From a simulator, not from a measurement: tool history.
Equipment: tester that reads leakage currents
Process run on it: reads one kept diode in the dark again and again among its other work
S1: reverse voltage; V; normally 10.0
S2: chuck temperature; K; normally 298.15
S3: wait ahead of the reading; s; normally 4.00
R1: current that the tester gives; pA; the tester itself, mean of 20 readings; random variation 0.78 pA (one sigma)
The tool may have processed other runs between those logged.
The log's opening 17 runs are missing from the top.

{"run": 18, "day": 46.104, "S1": 12.3, "S2": 302.15, "S3": 4.0, "R1": 355.06}
{"run": 19, "day": 48.342, "S1": 10.0, "S2": 298.15, "S3": 4.0, "R1": 234.56}
{"run": 20, "day": 50.921, "S1": 10.0, "S2": 298.15, "S3": 4.0, "R1": 233.86}
{"day": 52.4, "done": "chuck's temperature calibrated"}
{"run": 21, "day": 54.154, "S1": 9.4, "S2": 309.15, "S3": 4.0, "R1": 611.36}
{"run": 22, "day": 58.121, "S1": 9.4, "S2": 309.15, "S3": 4.0, "R1": 609.02}
{"run": 23, "day": 60.4, "S1": 6.8, "S2": 331.15, "S3": 1.03, "R1": 2514.57}
{"run": 24, "day": 63.388, "S1": 6.8, "S2": 331.15, "S3": 1.03, "R1": 2521.38}
{"run": 25, "day": 66.088, "S1": 1.3, "S2": 295.15, "S3": 1.03, "R1": 85.57}
{"run": 26, "day": 69.554, "S1": 10.0, "S2": 298.15, "S3": 1.73, "R1": 261.22}
{"run": 27, "day": 71.808, "S1": 10.0, "S2": 298.15, "S3": 1.73, "R1": 260.46}
{"run": 28, "day": 74.138, "S1": 17.9, "S2": 313.15, "S3": 4.0, "R1": 1059.02}
{"run": 29, "day": 77.504, "S1": 16.5, "S2": 298.15, "S3": 3.48, "R1": 321.37}
{"run": 30, "day": 80.271, "S1": 10.0, "S2": 296.15, "S3": 0.54, "R1": 221.37}
{"run": 31, "day": 83.417, "S1": 10.0, "S2": 296.15, "S3": 0.54, "R1": 220.66}

Run 32 has not been measured yet. What should we expect?
{"run": 32, "day": 85.138, "S1": 3.6, "S2": 331.15, "S3": 2.25, "R1": "?"}

R1: 1880.70 pA
Had the tool carried no hidden state, the very same run would have given R1 1937.17 pA.

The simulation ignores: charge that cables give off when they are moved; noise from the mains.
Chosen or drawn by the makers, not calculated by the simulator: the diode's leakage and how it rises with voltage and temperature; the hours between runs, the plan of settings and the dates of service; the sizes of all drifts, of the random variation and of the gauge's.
